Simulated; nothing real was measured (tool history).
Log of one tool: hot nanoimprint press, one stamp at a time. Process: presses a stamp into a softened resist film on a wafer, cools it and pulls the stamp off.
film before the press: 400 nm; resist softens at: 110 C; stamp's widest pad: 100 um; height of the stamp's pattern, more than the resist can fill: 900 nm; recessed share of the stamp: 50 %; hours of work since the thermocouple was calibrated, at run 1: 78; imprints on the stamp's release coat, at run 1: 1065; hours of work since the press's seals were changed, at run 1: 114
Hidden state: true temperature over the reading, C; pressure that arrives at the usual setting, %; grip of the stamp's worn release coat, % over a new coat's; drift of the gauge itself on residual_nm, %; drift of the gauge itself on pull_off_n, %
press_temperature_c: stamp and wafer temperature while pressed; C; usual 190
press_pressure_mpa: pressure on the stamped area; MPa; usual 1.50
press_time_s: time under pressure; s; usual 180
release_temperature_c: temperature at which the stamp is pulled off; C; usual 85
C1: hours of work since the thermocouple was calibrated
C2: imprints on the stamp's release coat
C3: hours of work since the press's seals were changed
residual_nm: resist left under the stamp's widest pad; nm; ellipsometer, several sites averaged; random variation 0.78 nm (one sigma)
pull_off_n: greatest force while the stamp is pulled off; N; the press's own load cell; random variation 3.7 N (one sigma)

Run 1, hour 0.0: usual settings; C1 78; C2 1065; C3 114. Result: residual_nm 183.4 nm, pull_off_n 212 N.
Run 2, hour 4.7: usual settings; C1 81; C2 1093; C3 118. Result: residual_nm 183.3 nm, pull_off_n 215 N.
Run 3, hour 11.9: usual settings; C1 87; C2 1136; C3 123. Result: residual_nm 182.6 nm, pull_off_n 218 N.
Run 4, hour 18.6: usual settings; C1 92; C2 1177; C3 128. Result: residual_nm 181.6 nm, pull_off_n 217 N.
Run 5, hour 28.1: usual settings; C1 99; C2 1235; C3 135. Result: residual_nm 180.7 nm, pull_off_n 216 N.
Run 6, hour 33.0: usual settings; C1 103; C2 1264; C3 139. Result: residual_nm 180.7 nm, pull_off_n 213 N.
Run 7, hour 40.7: usual settings but release_temperature_c 81 C; C1 109; C2 1311; C3 145. Result: residual_nm 180.3 nm, pull_off_n 229 N.
Run 8, hour 45.6: usual settings but release_temperature_c 81 C; C1 112; C2 1341; C3 149. Result: residual_nm 181.2 nm, pull_off_n 232 N.
Run 9, hour 50.0: usual settings; C1 116; C2 1367; C3 152. Result: residual_nm 180.3 nm, pull_off_n 215 N.
Run 10, hour 54.7: usual settings; C1 119; C2 1396; C3 155. Result: residual_nm 180.2 nm, pull_off_n 211 N.
Run 11, hour 61.6: usual settings; C1 124; C2 1437; C3 161. Result: residual_nm 178.0 nm, pull_off_n 217 N.
Run 12, hour 68.6: usual settings; C1 130; C2 1480; C3 166. Result: residual_nm 178.7 nm, pull_off_n 217 N.
At hour 82.3: stamp cleaned and given a new release coat.
Run 13, hour 83.9: usual settings; C1 137; C2 10; C3 173. Result: residual_nm 177.7 nm, pull_off_n 212 N.
Run 14, hour 92.0: usual settings but release_temperature_c 77 C; C1 143; C2 60; C3 179. Result: residual_nm 178.4 nm, pull_off_n 249 N.
Run 15, hour 98.9: usual settings but press_pressure_mpa 0.98 MPa; C1 148; C2 101; C3 184. Result: residual_nm 214.3 nm, pull_off_n 207 N.
At hour 103.0: gauge calibrated.
Run 16, hour 106.9: usual settings but press_temperature_c 183 C, press_pressure_mpa 1.81 MPa, release_temperature_c 86 C; C1 154; C2 150; C3 190. Result: residual_nm 204.6 nm, pull_off_n 209 N.
Run 17, hour 113.7: usual settings but press_time_s 351 s, release_temperature_c 89 C; C1 159; C2 191; C3 196. Result: residual_nm 141.3 nm, pull_off_n 192 N.
Run 18, hour 123.3: usual settings but press_time_s 351 s, release_temperature_c 89 C; C1 167; C2 249; C3 203. Result: residual_nm 140.6 nm, pull_off_n 195 N.
Run 19, hour 128.1: usual settings but press_pressure_mpa 1.27 MPa, press_time_s 351 s, release_temperature_c 88 C; C1 170; C2 278; C3 206. Result: residual_nm 152.2 nm, pull_off_n 199 N.
Run 20, hour 133.8: usual settings but press_temperature_c 196 C, press_pressure_mpa 1.35 MPa, release_temperature_c 80 C; C1 174; C2 312; C3 211. Result: residual_nm 161.2 nm, pull_off_n 238 N.
Run 21, hour 138.9: usual settings but press_temperature_c 194 C, press_pressure_mpa 1.23 MPa; C1 178; C2 343; C3 215. Result: residual_nm 176.6 nm, pull_off_n 210 N.
Run 22, hour 148.3: usual settings but press_temperature_c 187 C, press_pressure_mpa 2.22 MPa, press_time_s 92 s, release_temperature_c 88 C; C1 185; C2 400; C3 222. Result: residual_nm 210.5 nm, pull_off_n 203 N.
Run 23, hour 155.8: usual settings but press_temperature_c 194 C; C1 191; C2 446; C3 227. Result: residual_nm 160.0 nm, pull_off_n 209 N.
Run 24, hour 160.4: usual settings but press_temperature_c 194 C; C1 195; C2 474; C3 231. Result: residual_nm 160.3 nm, pull_off_n 212 N.
Run 25, hour 167.1: usual settings but press_temperature_c 182 C, release_temperature_c 77 C; C1 200; C2 514; C3 236. Result: residual_nm 224.5 nm, pull_off_n 242 N.
Run 26, hour 174.5: usual settings but press_temperature_c 182 C, press_time_s 252 s, release_temperature_c 80 C; C1 205; C2 559; C3 242. Result: residual_nm 200.2 nm, pull_off_n 231 N.
Run 27, hour 178.7: usual settings but press_temperature_c 182 C, press_time_s 252 s, release_temperature_c 80 C; C1 209; C2 585; C3 245. Result: residual_nm 201.0 nm, pull_off_n 235 N.
Run 28, hour 183.4: usual settings but press_time_s 117 s, release_temperature_c 78 C; C1 212; C2 613; C3 248. Result: residual_nm 208.4 nm, pull_off_n 251 N.
Run 29, hour 189.8: usual settings but release_temperature_c 82 C; C1 217; C2 651; C3 253. Result: residual_nm 179.1 nm, pull_off_n 225 N.

3 ways to go on from here, each from the tool as it stands after run 29. What would each give?
Run A, hour 199.0: usual settings but release_temperature_c 82 C; C1 224; C2 708; C3 260. Result: residual_nm ?, pull_off_n ?.
Run B, hour 199.0: usual settings but press_time_s 190 s, release_temperature_c 90 C; C1 224; C2 708; C3 260. Result: residual_nm ?, pull_off_n ?.
Run C, hour 199.0: usual settings but release_temperature_c 71 C; C1 224; C2 708; C3 260. Result: residual_nm ?, pull_off_n ?.

run  residual_nm  pull_off_n
  A        177.3         234
  B        173.6         187
  C        177.1         266
Without the tool's hidden state the same runs would have given:
run  residual_nm  pull_off_n
  A        182.7         233
  B        178.9         186
  C        182.5         264
